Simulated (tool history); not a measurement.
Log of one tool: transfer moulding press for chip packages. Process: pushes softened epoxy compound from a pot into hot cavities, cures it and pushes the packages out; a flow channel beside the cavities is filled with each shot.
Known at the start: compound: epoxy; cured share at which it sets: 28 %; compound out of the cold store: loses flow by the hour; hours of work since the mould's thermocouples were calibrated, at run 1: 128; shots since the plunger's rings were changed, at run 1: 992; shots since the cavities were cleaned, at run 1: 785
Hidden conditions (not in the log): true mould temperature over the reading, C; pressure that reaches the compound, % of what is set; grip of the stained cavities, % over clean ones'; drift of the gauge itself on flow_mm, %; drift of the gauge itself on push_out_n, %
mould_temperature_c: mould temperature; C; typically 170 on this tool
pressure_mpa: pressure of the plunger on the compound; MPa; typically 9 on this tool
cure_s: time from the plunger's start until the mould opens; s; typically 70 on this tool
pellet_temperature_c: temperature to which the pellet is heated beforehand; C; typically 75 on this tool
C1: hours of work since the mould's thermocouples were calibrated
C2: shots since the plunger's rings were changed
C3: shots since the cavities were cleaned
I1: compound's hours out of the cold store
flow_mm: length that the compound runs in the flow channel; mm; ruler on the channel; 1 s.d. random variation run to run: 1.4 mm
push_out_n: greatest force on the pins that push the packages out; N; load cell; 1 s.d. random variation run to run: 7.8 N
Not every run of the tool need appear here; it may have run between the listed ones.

run 1 hour=0 | mould_temperature_c=170 pressure_mpa=9 cure_s=70 pellet_temperature_c=75 | C1=128 C2=992 C3=785 | I1=14.9 | flow_mm=1006 push_out_n=634
-- hour=7.5 cavities cleaned with cleaning compound and waxed
run 2 hour=39.7 | mould_temperature_c=170 pressure_mpa=9 cure_s=70 pellet_temperature_c=75 | C1=150 C2=1492 C3=422 | I1=37.6 | flow_mm=902 push_out_n=532
-- hour=72.3 cavities cleaned with cleaning compound and waxed
run 3 hour=86 | mould_temperature_c=170 pressure_mpa=9 cure_s=70 pellet_temperature_c=84 | C1=176 C2=2079 C3=179 | I1=18.3 | flow_mm=977 push_out_n=425
-- hour=138.5 cavities cleaned with cleaning compound and waxed
-- hour=158.3 plunger's sealing rings changed
run 4 hour=168.8 | mould_temperature_c=170 pressure_mpa=9 cure_s=70 pellet_temperature_c=84 | C1=223 C2=137 C3=363 | I1=16.6 | flow_mm=1008 push_out_n=503
-- hour=207.6 cavities cleaned with cleaning compound and waxed
run 5 hour=207.7 | mould_temperature_c=170 pressure_mpa=9 cure_s=76 pellet_temperature_c=75 | C1=245 C2=626 C3=0 | I1=46.4 | flow_mm=882 push_out_n=278
run 6 hour=266.6 | mould_temperature_c=170 pressure_mpa=9 cure_s=76 pellet_temperature_c=75 | C1=279 C2=1398 C3=772 | I1=32.4 | flow_mm=930 push_out_n=523
-- hour=275.5 cavities cleaned with cleaning compound and waxed
run 7 hour=331.9 | mould_temperature_c=170 pressure_mpa=10.05 cure_s=76 pellet_temperature_c=75 | C1=317 C2=2234 C3=738 | I1=34 | flow_mm=968 push_out_n=505
-- hour=342.5 cavities cleaned with cleaning compound and waxed
-- hour=390.2 plunger's sealing rings changed
run 8 hour=405.3 | mould_temperature_c=170 pressure_mpa=10.05 cure_s=76 pellet_temperature_c=75 | C1=357 C2=198 C3=788 | I1=14.3 | flow_mm=1075 push_out_n=541
-- hour=412.5 cavities cleaned with cleaning compound and waxed
run 9 hour=442.1 | mould_temperature_c=170 pressure_mpa=10.05 cure_s=76 pellet_temperature_c=75 | C1=378 C2=661 C3=388 | I1=18.4 | flow_mm=1050 push_out_n=444
-- hour=480.1 cavities cleaned with cleaning compound and waxed
run 10 hour=517.4 | mould_temperature_c=170 pressure_mpa=9 cure_s=93 pellet_temperature_c=75 | C1=421 C2=1627 C3=488 | I1=22.5 | flow_mm=968 push_out_n=424
-- hour=550.5 cavities cleaned with cleaning compound and waxed
run 11 hour=568.4 | mould_temperature_c=170 pressure_mpa=9 cure_s=93 pellet_temperature_c=75 | C1=450 C2=2276 C3=235 | I1=20.4 | flow_mm=971 push_out_n=340
run 12 hour=603.5 | mould_temperature_c=166 pressure_mpa=9 cure_s=70 pellet_temperature_c=75 | C1=471 C2=2735 C3=694 | I1=46.7 | flow_mm=878 push_out_n=740
-- hour=620 plunger's sealing rings changed
-- hour=621.5 cavities cleaned with cleaning compound and waxed
run 13 hour=671.2 | mould_temperature_c=166 pressure_mpa=10.72 cure_s=70 pellet_temperature_c=75 | C1=508 C2=651 C3=651 | I1=47.4 | flow_mm=976 push_out_n=720
-- hour=692.9 cavities cleaned with cleaning compound and waxed
-- hour=756.8 mould's thermocouples calibrated
run 14 hour=757.3 | mould_temperature_c=166 pressure_mpa=10.72 cure_s=70 pellet_temperature_c=75 | C1=0 C2=1733 C3=818 | I1=40.8 | flow_mm=998 push_out_n=807
-- hour=766 cavities cleaned with cleaning compound and waxed
run 15 hour=822.4 | mould_temperature_c=170 pressure_mpa=9 cure_s=71 pellet_temperature_c=75 | C1=38 C2=2566 C3=739 | I1=33 | flow_mm=916 push_out_n=568
-- hour=835.8 cavities cleaned with cleaning compound and waxed
-- hour=854 plunger's sealing rings changed
-- hour=906.3 cavities cleaned with cleaning compound and waxed
run 16 hour=906.3 | mould_temperature_c=170 pressure_mpa=9 cure_s=71 pellet_temperature_c=75 | C1=84 C2=666 C3=0 | I1=38.8 | flow_mm=910 push_out_n=315
-- hour=974.9 cavities cleaned with cleaning compound and waxed
run 17 hour=985.8 | mould_temperature_c=170 pressure_mpa=9 cure_s=71 pellet_temperature_c=75 | C1=129 C2=1687 C3=143 | I1=17.6 | flow_mm=990 push_out_n=387

Consider 5 possible next runs. They are alternatives, not a sequence: every one starts from the tool as it was left by run 17. What does each give?
-- hour=1041 cavities cleaned with cleaning compound and waxed
run A hour=1060.8 | mould_temperature_c=171 pressure_mpa=9 cure_s=107 pellet_temperature_c=75 | C1=172 C2=2650 C3=259 | I1=31.6 | flow_mm=? push_out_n=?
-- hour=1041 cavities cleaned with cleaning compound and waxed
run B hour=1060.8 | mould_temperature_c=164 pressure_mpa=10.79 cure_s=70 pellet_temperature_c=75 | C1=172 C2=2650 C3=259 | I1=18.1 | flow_mm=? push_out_n=?
-- hour=1041 cavities cleaned with cleaning compound and waxed
run C hour=1060.8 | mould_temperature_c=170 pressure_mpa=9 cure_s=71 pellet_temperature_c=76 | C1=172 C2=2650 C3=259 | I1=14 | flow_mm=? push_out_n=?
-- hour=1041 cavities cleaned with cleaning compound and waxed
run D hour=1060.8 | mould_temperature_c=172 pressure_mpa=10.1 cure_s=70 pellet_temperature_c=75 | C1=172 C2=2650 C3=259 | I1=24.9 | flow_mm=? push_out_n=?
-- hour=1041 cavities cleaned with cleaning compound and waxed
run E hour=1060.8 | mould_temperature_c=170 pressure_mpa=9 cure_s=82 pellet_temperature_c=75 | C1=172 C2=2650 C3=259 | I1=15.4 | flow_mm=? push_out_n=?

run=A flow_mm=917 push_out_n=360
run=B flow_mm=1108 push_out_n=788
run=C flow_mm=994 push_out_n=506
run=D flow_mm=997 push_out_n=443
run=E flow_mm=990 push_out_n=410
Had the tool no hidden state, the same runs would have come out as:
run=A flow_mm=943 push_out_n=236
run=B flow_mm=1141 push_out_n=524
run=C flow_mm=1023 push_out_n=338
run=D flow_mm=1026 push_out_n=294
run=E flow_mm=1018 push_out_n=272
